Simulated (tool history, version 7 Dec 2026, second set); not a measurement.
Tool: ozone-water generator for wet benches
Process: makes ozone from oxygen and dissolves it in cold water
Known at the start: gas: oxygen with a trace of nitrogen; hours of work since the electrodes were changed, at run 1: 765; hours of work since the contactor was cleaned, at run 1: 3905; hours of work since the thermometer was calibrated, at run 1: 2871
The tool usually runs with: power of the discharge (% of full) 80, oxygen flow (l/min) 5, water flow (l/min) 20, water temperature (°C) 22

run	hour	power of the discharge (% of full)	oxygen flow (l/min)	water flow (l/min)	water temperature (°C)	hours of work since the electrodes were changed	hours of work since the contactor was cleaned	hours of work since the thermometer was calibrated	dissolved ozone (ppm)	ozone in the gas ahead of the water (g/m3)
1	0	80	5	20	22	765	3905	2871	20.3	234.8
2	48.1	80	5	20	21	809	3949	2915	20.6	234.9
3	97.4	80	5	20	22	854	3994	2960	20.6	233.8
4	150.8	80	5	20	22	903	4043	3009	20.4	236.4
5	189	80	5	20	22	938	4078	3044	20.2	231.5
6	230.4	80	5	20	22	976	4116	3082	20.6	233.7
7	261.4	80	5	20	22	1004	4145	3110	20.3	234.8
8	288.1	80	5	20	22	1029	4169	3135	20.1	234.9
9	339.3	80	5	20	22	1076	4216	3182	20.3	235.1
10	400.4	80	5	20	22	1132	4272	3238	20.5	233.9
11	442.4	80	5	20	22	1170	4311	3276	20.7	235.1
12	495.1	80	5	20	22	1218	4359	3324	20.4	233.7
13	541.2	80	5	20	22	1261	4401	3367	20.1	236.3
14	587.2	89	5	20	22	1303	4443	3409	22	258.5
15	620.4	80	5	20	22	1333	4474	3439	20.2	234.9
16	667.5	80	5	19	22	1377	4517	3483	21.1	235.3
17	699.8	55	5	30	22	1406	4546	3512	11	175.4
18	742.7	46	5	14	29	1445	4586	3551	14.8	150.2
19	768.1	46	5	30	18	1469	4609	3575	10	150.3
20	815.5	46	5	30	18	1512	4653	3618	9.7	150.1
21	876.2	46	5	30	18	1568	4708	3674	10	150.9
22	904.5	46	5	14	18	1594	4734	3700	17.8	151.1

Estimate the outcome of run 23 from the log above:
23	952.5	46	5	15	14	1638	4778	3744	?	?

{"run 23": {"dissolved ozone (ppm)": 17.9, "ozone in the gas ahead of the water (g/m3)": 150.4}}
Were there no unlogged condition in the tool, this run, its random variation unchanged, would have produced dissolved ozone (ppm) 17.9, ozone in the gas ahead of the water (g/m3) 148.

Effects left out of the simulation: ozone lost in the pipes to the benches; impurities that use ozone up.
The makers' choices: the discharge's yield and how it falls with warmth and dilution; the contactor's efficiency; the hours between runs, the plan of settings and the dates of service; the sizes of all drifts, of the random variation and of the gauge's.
